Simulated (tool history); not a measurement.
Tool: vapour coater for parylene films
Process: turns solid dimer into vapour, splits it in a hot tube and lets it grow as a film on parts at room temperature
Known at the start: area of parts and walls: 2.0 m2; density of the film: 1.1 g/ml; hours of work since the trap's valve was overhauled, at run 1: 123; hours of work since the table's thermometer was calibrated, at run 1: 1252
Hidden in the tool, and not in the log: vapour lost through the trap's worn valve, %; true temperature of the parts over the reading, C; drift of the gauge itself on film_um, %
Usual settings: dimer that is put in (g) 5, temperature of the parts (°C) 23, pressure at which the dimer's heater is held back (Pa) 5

| run | hour | dimer that is put in (g) | temperature of the parts (°C) | pressure at which the dimer's heater is held back (Pa) | hours of work since the trap's valve was overhauled | hours of work since the table's thermometer was calibrated | thickness of the film (um) |
|---|---|---|---|---|---|---|---|
| 1 | 0 | 5 | 23 | 5 | 123 | 1252 | 1.81 |
| 2 | 35.6 | 5 | 23 | 5 | 139 | 1269 | 1.79 |
| 3 | 78.7 | 5 | 23 | 5 | 160 | 1289 | 1.78 |
| 4 | 150.8 | 5 | 23 | 5 | 193 | 1322 | 1.78 |
| 5 | 219.8 | 5 | 17 | 5 | 225 | 1354 | 2.22 |
| 6 | 273 | 5 | 17 | 5 | 250 | 1379 | 2.22 |
| 7 | 333.2 | 5 | 17 | 5 | 278 | 1407 | 2.22 |
| 8 | 403.7 | 5 | 17 | 5 | 311 | 1440 | 2.19 |
| 9 | 439 | 5 | 23 | 5 | 327 | 1457 | 1.83 |
|  | 488.6 | table's thermometer calibrated |
| 10 | 494.1 | 4 | 23 | 5 | 353 | 3 | 1.45 |
|  | 527.1 | trap's valve overhauled |
| 11 | 559.3 | 4 | 23 | 5 | 15 | 31 | 1.45 |
| 12 | 633.7 | 4 | 23 | 5 | 50 | 66 | 1.44 |
| 13 | 699.8 | 4 | 23 | 5 | 80 | 96 | 1.44 |
| 14 | 770.2 | 4 | 23 | 5 | 113 | 129 | 1.44 |
| 15 | 821.2 | 4 | 23 | 5 | 137 | 153 | 1.45 |
| 16 | 861.3 | 4 | 23 | 5 | 156 | 172 | 1.45 |
| 17 | 914.2 | 5 | 23 | 5 | 180 | 196 | 1.81 |
| 18 | 979.7 | 5 | 23 | 5 | 211 | 227 | 1.8 |
| 19 | 1012.6 | 5 | 23 | 5 | 226 | 242 | 1.81 |
| 20 | 1043.2 | 5 | 23 | 5 | 240 | 256 | 1.79 |
| 21 | 1112.5 | 5 | 23 | 5 | 273 | 289 | 1.8 |
| 22 | 1149.8 | 4 | 23 | 5 | 290 | 306 | 1.44 |
| 23 | 1205.7 | 4 | 23 | 5 | 316 | 332 | 1.45 |
| 24 | 1248.5 | 4 | 23 | 5 | 336 | 352 | 1.43 |
|  | 1314.5 | trap's valve overhauled |
| 25 | 1318.1 | 5 | 32 | 9.16 | 2 | 383 | 1.14 |
| 26 | 1388.7 | 5 | 20 | 2.68 | 35 | 415 | 2.17 |
| 27 | 1459.3 | 6 | 18 | 3.25 | 67 | 448 | 2.66 |
| 28 | 1489.9 | 5 | 29 | 5 | 82 | 463 | 1.38 |
| 29 | 1524.7 | 4 | 32 | 7.7 | 98 | 479 | 0.93 |
| 30 | 1572.8 | 5 | 24 | 6.29 | 120 | 501 | 1.7 |
| 31 | 1603.7 | 5 | 34 | 3.53 | 135 | 516 | 1.1 |
| 32 | 1634.6 | 4 | 16 | 4.96 | 149 | 530 | 1.78 |
| 33 | 1688.5 | 6 | 20 | 5 | 174 | 555 | 2.5 |
| 34 | 1728.7 | 6 | 26 | 5 | 193 | 574 | 1.89 |
| 35 | 1762.3 | 4 | 33 | 2.83 | 209 | 589 | 0.94 |
| 36 | 1826.1 | 3 | 20 | 5.72 | 238 | 619 | 1.23 |
| 37 | 1862.5 | 3 | 20 | 5.72 | 255 | 636 | 1.23 |
| 38 | 1936.1 | 4 | 23 | 4.63 | 290 | 670 | 1.46 |
| 39 | 1973.6 | 4 | 23 | 4.63 | 307 | 688 | 1.44 |
| 40 | 2021.7 | 3 | 23 | 6.77 | 329 | 710 | 1.07 |
| 41 | 2065.2 | 3 | 16 | 7.69 | 350 | 731 | 1.35 |
|  | 2103.2 | trap's valve overhauled |
| 42 | 2126.2 | 3 | 23 | 5 | 11 | 757 | 1.09 |
| 43 | 2189.6 | 3 | 23 | 5 | 40 | 787 | 1.09 |
| 44 | 2261.6 | 5 | 23 | 2.49 | 74 | 820 | 1.9 |
| 45 | 2320.1 | 5 | 23 | 2.49 | 101 | 847 | 1.89 |
| 46 | 2384.8 | 3 | 23 | 2.49 | 131 | 878 | 1.14 |
| 47 | 2430.1 | 3 | 23 | 2.49 | 152 | 899 | 1.12 |
| 48 | 2476 | 5 | 22 | 6.18 | 174 | 920 | 1.86 |

Forecast each of these 3 alternatives for the next run:
| A | 2530.8 | 2 | 22 | 5.28 | 199 | 946 | ? |
| B | 2530.8 | 5 | 23 | 2.29 | 199 | 946 | ? |
| C | 2530.8 | 3 | 22 | 6.18 | 199 | 946 | ? |

| run | thickness of the film (um) |
|---|---|
| A | 0.74 |
| B | 1.91 |
| C | 1.1 |
Without the tool's hidden state the same runs would have given:
| run | thickness of the film (um) |
|---|---|
| A | 0.74 |
| B | 1.91 |
| C | 1.11 |
